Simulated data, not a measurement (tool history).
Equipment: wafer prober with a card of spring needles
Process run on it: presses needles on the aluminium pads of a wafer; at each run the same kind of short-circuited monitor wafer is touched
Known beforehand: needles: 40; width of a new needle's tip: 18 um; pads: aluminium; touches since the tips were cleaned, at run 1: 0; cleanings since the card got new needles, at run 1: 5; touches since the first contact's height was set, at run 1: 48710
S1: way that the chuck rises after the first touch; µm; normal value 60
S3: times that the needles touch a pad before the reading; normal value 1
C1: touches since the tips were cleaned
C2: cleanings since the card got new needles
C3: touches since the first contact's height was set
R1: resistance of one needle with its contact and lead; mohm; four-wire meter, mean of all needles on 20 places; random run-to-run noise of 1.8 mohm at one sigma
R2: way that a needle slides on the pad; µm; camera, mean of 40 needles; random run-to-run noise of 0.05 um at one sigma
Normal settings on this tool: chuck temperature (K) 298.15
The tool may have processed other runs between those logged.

Run 1, day 0.000: usual settings; C1 0; C2 5; C3 48710. Result: R1 187 mohm, R2 16.76 µm.
Run 2, day 0.392: usual settings; C1 5541; C2 5; C3 54251. Result: R1 187 mohm, R2 16.72 µm.
At day 0.596: tips cleaned on abrasive film.
Run 3, day 0.650: usual settings; C1 802; C2 6; C3 57844. Result: R1 187 mohm, R2 16.80 µm.
Run 4, day 0.992: usual settings but chuck temperature (K) 374.15; C1 5582; C2 6; C3 62624. Result: R1 205 mohm, R2 16.67 µm.
At day 1.188: tips cleaned on abrasive film.
Run 5, day 1.358: usual settings; C1 2444; C2 7; C3 67773. Result: R1 191 mohm, R2 16.72 µm.
Run 6, day 1.654: usual settings; C1 6609; C2 7; C3 71938. Result: R1 188 mohm, R2 16.50 µm.
At day 1.767: tips cleaned on abrasive film.
Run 7, day 1.912: usual settings; C1 2091; C2 8; C3 75553. Result: R1 188 mohm, R2 16.67 µm.
Run 8, day 2.079: usual settings; C1 4447; C2 8; C3 77909. Result: R1 188 mohm, R2 16.55 µm.
Run 9, day 2.304: usual settings; C1 7600; C2 8; C3 81062. Result: R1 189 mohm, R2 16.60 µm.
At day 2.358: tips cleaned on abrasive film.
Run 10, day 2.712: usual settings; C1 5024; C2 9; C3 86758. Result: R1 188 mohm, R2 16.60 µm.
At day 2.954: tips cleaned on abrasive film.
Run 11, day 3.000: usual settings; C1 664; C2 10; C3 90753. Result: R1 188 mohm, R2 16.52 µm.
Run 12, day 3.292: usual settings but S1 49 µm; C1 4815; C2 10; C3 94904. Result: R1 192 mohm, R2 13.55 µm.
At day 3.550: tips cleaned on abrasive film.
Run 13, day 3.633: usual settings; C1 1215; C2 11; C3 99660. Result: R1 186 mohm, R2 16.51 µm.
Run 14, day 3.954: usual settings; C1 5748; C2 11; C3 104193. Result: R1 188 mohm, R2 16.60 µm.
At day 4.129: tips cleaned on abrasive film.
Run 15, day 4.271: usual settings but S3 3; C1 1994; C2 12; C3 108562. Result: R1 186 mohm, R2 16.64 µm.
Run 16, day 4.567: usual settings but S3 3; C1 6184; C2 12; C3 112752. Result: R1 186 mohm, R2 16.47 µm.
At day 4.725: tips cleaned on abrasive film.
Run 17, day 4.771: usual settings but S1 69 µm; C1 641; C2 13; C3 115572. Result: R1 186 mohm, R2 18.94 µm.
Run 18, day 5.146: usual settings but S1 69 µm, chuck temperature (K) 374.15; C1 5930; C2 13; C3 120861. Result: R1 203 mohm, R2 18.89 µm.
At day 5.308: tips cleaned on abrasive film.
Run 19, day 5.467: usual settings but S1 69 µm, chuck temperature (K) 374.15; C1 2243; C2 14; C3 125350. Result: R1 203 mohm, R2 18.89 µm.
Run 20, day 5.817: usual settings but S1 51 µm, chuck temperature (K) 304.15; C1 7177; C2 14; C3 130284. Result: R1 193 mohm, R2 14.03 µm.
At day 5.896: tips cleaned on abrasive film.
Run 21, day 6.004: usual settings but S1 45 µm, chuck temperature (K) 327.15, S3 2; C1 1510; C2 15; C3 132859. Result: R1 202 mohm, R2 12.36 µm.
Run 22, day 6.329: usual settings but chuck temperature (K) 361.15, S3 2; C1 6103; C2 15; C3 137452. Result: R1 201 mohm, R2 16.38 µm.
At day 6.504: tips cleaned on abrasive film.
Run 23, day 6.583: usual settings but chuck temperature (K) 361.15, S3 2; C1 1099; C2 16; C3 140962. Result: R1 202 mohm, R2 16.41 µm.
Run 24, day 6.888: usual settings but chuck temperature (K) 366.15; C1 5391; C2 16; C3 145254. Result: R1 204 mohm, R2 16.44 µm.
At day 7.096: tips cleaned on abrasive film.
Run 25, day 7.192: usual settings but chuck temperature (K) 337.15; C1 1342; C2 17; C3 149505. Result: R1 196 mohm, R2 16.44 µm.
Run 26, day 7.479: usual settings but S1 48 µm, chuck temperature (K) 337.15; C1 5428; C2 17; C3 153591. Result: R1 200 mohm, R2 13.11 µm.
At day 7.688: tips cleaned on abrasive film.
Run 27, day 7.704: usual settings but S1 48 µm, chuck temperature (K) 337.15; C1 230; C2 18; C3 156701. Result: R1 204 mohm, R2 13.10 µm.
Run 28, day 7.875: usual settings but S1 69 µm, chuck temperature (K) 337.15; C1 2601; C2 18; C3 159072. Result: R1 194 mohm, R2 18.85 µm.
Run 29, day 8.196: usual settings but S1 52 µm, chuck temperature (K) 315.15; C1 7156; C2 18; C3 163627. Result: R1 195 mohm, R2 14.14 µm.
At day 8.279: tips cleaned on abrasive film.
Run 30, day 8.438: usual settings but S1 78 µm, S3 2; C1 2232; C2 19; C3 166964. Result: R1 181 mohm, R2 21.23 µm.
Run 31, day 8.700: usual settings but S1 70 µm, chuck temperature (K) 368.15, S3 3; C1 5971; C2 19; C3 170703. Result: R1 201 mohm, R2 19.11 µm.
At day 8.867: tips cleaned on abrasive film.
Run 32, day 9.071: usual settings but S1 70 µm, chuck temperature (K) 368.15, S3 3; C1 2912; C2 20; C3 175867. Result: R1 199 mohm, R2 19.00 µm.
Run 33, day 9.421: usual settings but S1 56 µm; C1 7820; C2 20; C3 180775. Result: R1 187 mohm, R2 15.22 µm.
At day 9.450: tips cleaned on abrasive film.
Run 34, day 9.762: usual settings but S1 56 µm; C1 4439; C2 21; C3 185577. Result: R1 185 mohm, R2 15.17 µm.

Branching from run 34: 4 alternative next runs. What would each branch give?
At day 10.038: tips cleaned on abrasive film.
Run A, day 10.150: usual settings but S1 59 µm, chuck temperature (K) 348.15; C1 1577; C2 22; C3 190952. Result: R1 ?, R2 ?.
At day 10.038: tips cleaned on abrasive film.
Run B, day 10.150: usual settings but S1 49 µm; C1 1577; C2 22; C3 190952. Result: R1 ?, R2 ?.
At day 10.038: tips cleaned on abrasive film.
Run C, day 10.150: usual settings but chuck temperature (K) 308.15; C1 1577; C2 22; C3 190952. Result: R1 ?, R2 ?.
At day 10.038: tips cleaned on abrasive film.
Run D, day 10.150: usual settings but S1 45 µm, chuck temperature (K) 392.15; C1 1577; C2 22; C3 190952. Result: R1 ?, R2 ?.

run   R1     R2
  A  199  15.98
  B  192  13.26
  C  191  16.25
  D  217  12.23
Had the tool no hidden state, the same runs would have come out as:
run   R1     R2
  A  199  16.43
  B  192  13.63
  C  191  16.71
  D  217  12.57
